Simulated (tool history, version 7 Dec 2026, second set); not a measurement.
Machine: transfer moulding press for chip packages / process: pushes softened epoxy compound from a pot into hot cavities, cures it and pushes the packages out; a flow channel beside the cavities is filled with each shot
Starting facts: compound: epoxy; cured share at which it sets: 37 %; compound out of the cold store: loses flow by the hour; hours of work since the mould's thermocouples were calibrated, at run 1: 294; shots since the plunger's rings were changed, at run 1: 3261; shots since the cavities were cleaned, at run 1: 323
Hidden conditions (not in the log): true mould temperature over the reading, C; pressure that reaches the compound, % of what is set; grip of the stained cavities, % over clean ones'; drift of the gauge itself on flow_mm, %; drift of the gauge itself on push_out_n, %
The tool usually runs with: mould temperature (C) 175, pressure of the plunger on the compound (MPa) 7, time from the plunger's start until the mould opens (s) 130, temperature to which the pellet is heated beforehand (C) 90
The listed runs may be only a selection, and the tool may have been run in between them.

run,hour,mould temperature (C),pressure of the plunger on the compound (MPa),time from the plunger's start until the mould opens (s),temperature to which the pellet is heated beforehand (C),hours of work since the mould's thermocouples were calibrated,shots since the plunger's rings were changed,shots since the cavities were cleaned,incoming compound's hours out of the cold store,length that the compound runs in the flow channel (mm),greatest force on the pins that push the packages out (N)
1,0,175,7,130,90,294,3261,323,35.6,543,845
# hour 7.6: plunger's sealing rings changed
2,45.2,173,7,130,90,326,416,795,45.2,541,1040
# hour 53.4: cavities cleaned with cleaning compound and waxed
# hour 113.4: mould's thermocouples calibrated
# hour 135: cavities cleaned with cleaning compound and waxed
3,135,173,7,130,90,15,1352,0,30.3,571,528
4,172.7,173,7,130,90,43,1767,415,35.8,555,976
# hour 215.7: cavities cleaned with cleaning compound and waxed
5,244.1,173,7,130,90,95,2539,313,32.9,557,866
# hour 293.9: cavities cleaned with cleaning compound and waxed
6,311.4,175,7,162,90,144,3264,192,15.4,598,594
# hour 318.2: plunger's sealing rings changed
# hour 367: cavities cleaned with cleaning compound and waxed, once more
7,386.1,175,7,162,90,196,734,212,18.4,603,653
8,438,175,7,162,90,235,1305,783,16.9,609,849
# hour 451: cavities cleaned with cleaning compound and waxed
9,516.2,171,7.2,162,90,292,2152,719,36.5,572,915
# hour 529.5: cavities cleaned with cleaning compound and waxed
10,598.4,171,7,130,84,351,3042,760,43,544,1229
# hour 612.4: cavities cleaned with cleaning compound and waxed
# hour 630.2: mould's thermocouples calibrated
# hour 632.7: plunger's sealing rings changed
11,652.6,172,7,130,88,15,220,394,10.5,652,1099
# hour 694.9: cavities cleaned with cleaning compound and waxed
12,740.9,175,7,130,80,79,1177,507,24.6,587,927
# hour 775: cavities cleaned with cleaning compound and waxed
13,816.2,177,5.34,118,97,134,1992,455,21.6,512,926
# hour 857.1: cavities cleaned with cleaning compound and waxed
14,869.2,170,7.07,111,98,172,2560,133,27.2,593,1246
# hour 936.3: cavities cleaned with cleaning compound and waxed
# hour 944.7: plunger's sealing rings changed
15,956.7,170,7.07,111,98,234,133,198,41.5,573,1288
16,1011.4,174,7.03,134,83,275,736,801,35.7,563,993

Consider 3 possible next runs. They are alternatives, not a sequence: every one starts from the tool as it was left by run 16. What does each give?
# hour 1017.9: cavities cleaned with cleaning compound and waxed
A,1059.7,179,7.03,113,98,309,1252,460,28.8,?,?
# hour 1017.9: cavities cleaned with cleaning compound and waxed
B,1059.7,171,7,148,90,309,1252,460,10.8,?,?
# hour 1017.9: cavities cleaned with cleaning compound and waxed
C,1059.7,174,7.03,160,83,309,1252,460,46.9,?,?

run,length that the compound runs in the flow channel (mm),greatest force on the pins that push the packages out (N)
A,560,888
B,646,942
C,536,796
The same runs, with their run-to-run variation unchanged, on a tool lacking any hidden condition would have given:
run,length that the compound runs in the flow channel (mm),greatest force on the pins that push the packages out (N)
A,568,469
B,655,490
C,543,422
